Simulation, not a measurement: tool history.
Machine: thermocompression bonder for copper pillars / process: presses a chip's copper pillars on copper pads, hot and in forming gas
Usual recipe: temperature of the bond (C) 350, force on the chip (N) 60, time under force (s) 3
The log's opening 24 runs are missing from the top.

run   hour  temperature of the bond (C)  force on the chip (N)  time under force (s)  hours of work since the heater was calibrated  hours of work since the force cell was calibrated  hours of work since the gas filter was changed  force that shears a chip off (N)
 25  309.6                          325                     54                     3                                            698                                                389                                             242                              35.1
 26  319.1                          354                     60                     3                                            702                                                393                                             246                              55.6
 27    330                          327                     40                     3                                            706                                                398                                             250                              26.9
 28    338                          327                     40                     3                                            710                                                401                                             253                              26.8
 29  350.9                          335                     60                     5                                            715                                                406                                             259                              52.1
 30  361.7                          335                     60                     4                                            719                                                411                                             263                              48.6
 31  375.1                          347                     43                     9                                            725                                                416                                             269                                56
 32  382.3                          350                     79                     6                                            728                                                419                                             272                              74.5
 33  390.6                          350                     77                     2                                            731                                                423                                             275                                55
 34  400.9                          350                     77                     2                                            735                                                427                                             279                              55.4
 35  410.6                          350                     77                     2                                            739                                                431                                             283                              55.1
 36    426                          336                     77                     8                                            746                                                437                                             289                              69.6
 37  437.7                          336                     77                     8                                            750                                                442                                             294                              70.2
 38  454.2                          336                     77                     8                                            757                                                448                                             301                                70
     457.6  -- forming gas filter changed
 39  464.2                          344                     88                     9                                            761                                                452                                               3                              89.5

Predict each of these 3 candidate next runs independently; none follows another, all start after run 39:
     470.1  -- heater calibrated with a thermocouple chip
  A  477.9                          363                     79                     4                                              3                                                457                                               7                                 ?
     470.1  -- heater calibrated with a thermocouple chip
  B  477.9                          350                     39                     3                                              3                                                457                                               7                                 ?
     470.1  -- heater calibrated with a thermocouple chip
  C  477.9                          344                     88                     5                                              3                                                457                                               7                                 ?

run  force that shears a chip off (N)
  A                              88.2
  B                              45.2
  C                                87
The same runs, with their run-to-run variation unchanged, on a tool lacking any hidden condition would have given:
run  force that shears a chip off (N)
  A                              86.8
  B                              43.4
  C                              85.4

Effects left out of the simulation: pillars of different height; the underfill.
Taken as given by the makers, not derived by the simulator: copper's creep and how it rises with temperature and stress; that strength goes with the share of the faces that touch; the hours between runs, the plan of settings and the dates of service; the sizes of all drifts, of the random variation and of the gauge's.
